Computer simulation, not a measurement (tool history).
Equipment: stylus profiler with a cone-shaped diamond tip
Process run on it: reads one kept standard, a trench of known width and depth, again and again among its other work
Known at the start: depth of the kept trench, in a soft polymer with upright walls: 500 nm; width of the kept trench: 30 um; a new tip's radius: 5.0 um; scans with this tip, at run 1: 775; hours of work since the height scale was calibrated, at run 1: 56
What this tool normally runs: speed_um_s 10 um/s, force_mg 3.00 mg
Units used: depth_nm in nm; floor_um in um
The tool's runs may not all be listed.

| run | hour | speed_um_s | force_mg | scans with this tip | hours of work since the height scale was calibrated | depth_nm | floor_um |
|---|---|---|---|---|---|---|---|
| 1 | 0.0 | 10 | 3.00 | 775 | 56 | 505.10 | 25.54 |
| 2 | 35.0 | 10 | 3.00 | 1031 | 75 | 505.27 | 25.49 |
| 3 | 72.1 | 3 | 3.00 | 1302 | 95 | 505.26 | 25.53 |
| 4 | 98.3 | 3 | 3.00 | 1494 | 109 | 505.22 | 25.44 |
| 5 | 122.3 | 3 | 3.00 | 1670 | 121 | 505.01 | 25.39 |
| 6 | 148.7 | 3 | 1.12 | 1863 | 136 | 502.30 | 25.35 |
| 7 | 166.4 | 3 | 1.12 | 1993 | 145 | 502.30 | 25.36 |
| 8 | 194.5 | 10 | 7.65 | 2199 | 160 | 509.58 | 25.33 |
| 9 | 219.4 | 10 | 7.65 | 2381 | 173 | 509.81 | 25.25 |
| 10 | 255.7 | 10 | 7.65 | 2647 | 193 | 509.86 | 25.21 |
| 11 | 273.0 | 10 | 7.65 | 2773 | 202 | 509.84 | 25.18 |
| 12 | 301.9 | 10 | 7.65 | 2984 | 217 | 509.58 | 25.23 |
| 13 | 321.0 | 5 | 3.00 | 3124 | 227 | 504.93 | 25.09 |
| 14 | 346.7 | 5 | 3.00 | 3313 | 241 | 504.89 | 25.13 |
| 15 | 382.1 | 5 | 3.00 | 3572 | 260 | 505.03 | 25.07 |
|  | 384.4 | height scale calibrated on a step standard |
| 16 | 403.7 | 5 | 3.00 | 3726 | 10 | 504.75 | 25.03 |
| 17 | 446.0 | 10 | 3.00 | 4036 | 33 | 504.58 | 25.02 |
| 18 | 471.1 | 10 | 3.00 | 4219 | 46 | 504.39 | 24.96 |
| 19 | 489.0 | 10 | 3.00 | 4351 | 56 | 504.45 | 24.98 |
| 20 | 511.0 | 10 | 3.00 | 4512 | 67 | 504.27 | 24.95 |
|  | 533.1 | height scale calibrated on a step standard, once more |
| 21 | 552.8 | 10 | 3.00 | 4814 | 10 | 505.46 | 24.86 |
| 22 | 570.0 | 23 | 3.32 | 4940 | 20 | 505.79 | 24.82 |
| 23 | 595.7 | 23 | 3.32 | 5128 | 33 | 505.54 | 24.75 |
| 24 | 621.0 | 3 | 4.08 | 5313 | 47 | 506.40 | 24.81 |
| 25 | 652.8 | 6 | 2.83 | 5546 | 64 | 504.97 | 24.75 |
| 26 | 675.1 | 6 | 4.28 | 5709 | 76 | 506.71 | 24.75 |
| 27 | 696.0 | 3 | 1.36 | 5862 | 87 | 502.91 | 24.75 |
| 28 | 716.2 | 12 | 1.55 | 6010 | 97 | 503.41 | 24.67 |
| 29 | 739.5 | 12 | 1.55 | 6181 | 110 | 503.40 | 24.59 |
| 30 | 766.9 | 7 | 3.00 | 6381 | 124 | 505.02 | 24.61 |
| 31 | 784.4 | 4 | 7.02 | 6509 | 134 | 509.23 | 24.61 |
| 32 | 821.7 | 2 | 8.39 | 6782 | 154 | 510.33 | 24.57 |
| 33 | 858.9 | 15 | 8.40 | 7054 | 173 | 510.16 | 24.50 |
| 34 | 897.2 | 10 | 4.40 | 7335 | 194 | 506.25 | 24.53 |
| 35 | 937.3 | 10 | 4.40 | 7629 | 215 | 506.76 | 24.45 |
| 36 | 971.8 | 27 | 6.12 | 7881 | 234 | 508.28 | 24.39 |
| 37 | 992.4 | 12 | 2.18 | 8031 | 244 | 503.98 | 24.35 |
| 38 | 1023.1 | 11 | 1.76 | 8256 | 261 | 503.11 | 24.33 |
| 39 | 1045.9 | 7 | 4.17 | 8423 | 273 | 506.51 | 24.31 |
| 40 | 1086.6 | 7 | 4.17 | 8721 | 295 | 506.29 | 24.23 |
| 41 | 1128.4 | 4 | 2.58 | 9027 | 317 | 504.37 | 24.21 |
| 42 | 1151.2 | 31 | 5.14 | 9194 | 329 | 507.25 | 24.16 |

Alternative continuations, all from the tool just after run 42; predict every row:
| A | 1191.3 | 8 | 3.30 | 9488 | 350 | ? | ? |
| B | 1191.3 | 6 | 7.58 | 9488 | 350 | ? | ? |
| C | 1191.3 | 8 | 3.00 | 9488 | 350 | ? | ? |
| D | 1191.3 | 32 | 3.42 | 9488 | 350 | ? | ? |

| run | depth_nm | floor_um |
|---|---|---|
| A | 505.03 | 24.15 |
| B | 509.27 | 24.17 |
| C | 504.72 | 24.12 |
| D | 505.43 | 24.09 |
What these runs would have given with no unlogged condition in the tool:
| run | depth_nm | floor_um |
|---|---|---|
| A | 505.65 | 25.62 |
| B | 509.89 | 25.64 |
| C | 505.34 | 25.59 |
| D | 506.05 | 25.56 |

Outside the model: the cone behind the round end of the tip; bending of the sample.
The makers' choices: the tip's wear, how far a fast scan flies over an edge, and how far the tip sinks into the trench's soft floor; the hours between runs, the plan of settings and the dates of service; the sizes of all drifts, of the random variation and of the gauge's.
